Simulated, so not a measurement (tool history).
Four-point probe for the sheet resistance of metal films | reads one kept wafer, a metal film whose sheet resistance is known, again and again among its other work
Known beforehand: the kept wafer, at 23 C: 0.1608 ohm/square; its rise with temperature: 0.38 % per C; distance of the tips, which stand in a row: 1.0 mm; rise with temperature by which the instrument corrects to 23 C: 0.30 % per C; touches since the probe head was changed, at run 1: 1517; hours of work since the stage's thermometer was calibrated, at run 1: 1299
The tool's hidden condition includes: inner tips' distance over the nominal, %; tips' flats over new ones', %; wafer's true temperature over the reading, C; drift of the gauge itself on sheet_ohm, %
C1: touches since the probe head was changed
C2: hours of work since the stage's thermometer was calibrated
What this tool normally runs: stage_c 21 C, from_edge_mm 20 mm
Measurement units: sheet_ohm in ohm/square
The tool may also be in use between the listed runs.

run 1 day=0.000 | stage_c=21 from_edge_mm=20 | C1=1517 C2=1299 | sheet_ohm=0.161599
run 2 day=1.821 | stage_c=21 from_edge_mm=20 | C1=2266 C2=1321 | sheet_ohm=0.161683
run 3 day=3.912 | stage_c=21 from_edge_mm=20 | C1=3128 C2=1348 | sheet_ohm=0.161677
run 4 day=5.167 | stage_c=35 from_edge_mm=20 | C1=3644 C2=1363 | sheet_ohm=0.163556
run 5 day=7.012 | stage_c=35 from_edge_mm=20 | C1=4403 C2=1387 | sheet_ohm=0.163581
run 6 day=8.688 | stage_c=35 from_edge_mm=12 | C1=5093 C2=1408 | sheet_ohm=0.163978
-- day=8.842 stage's thermometer calibrated
run 7 day=10.575 | stage_c=21 from_edge_mm=20 | C1=5861 C2=22 | sheet_ohm=0.161885
run 8 day=13.308 | stage_c=21 from_edge_mm=20 | C1=6986 C2=56 | sheet_ohm=0.161869
run 9 day=15.088 | stage_c=21 from_edge_mm=20 | C1=7720 C2=78 | sheet_ohm=0.161890
run 10 day=17.083 | stage_c=21 from_edge_mm=20 | C1=8541 C2=103 | sheet_ohm=0.161930
-- day=17.604 stage's thermometer calibrated, once more
run 11 day=18.412 | stage_c=21 from_edge_mm=20 | C1=9080 C2=10 | sheet_ohm=0.161532
run 12 day=20.892 | stage_c=21 from_edge_mm=20 | C1=10099 C2=41 | sheet_ohm=0.161565
run 13 day=22.362 | stage_c=28 from_edge_mm=47 | C1=10705 C2=60 | sheet_ohm=0.162340

The next listed run, before its measurement:
run 14 day=25.038 | stage_c=28 from_edge_mm=4 | C1=11805 C2=93 | sheet_ohm=?

{"run 14": {"sheet_ohm": 0.167659}}
With the hidden condition absent and the run-to-run variation left alone, this run would have shown sheet_ohm 0.166752 ohm/square.
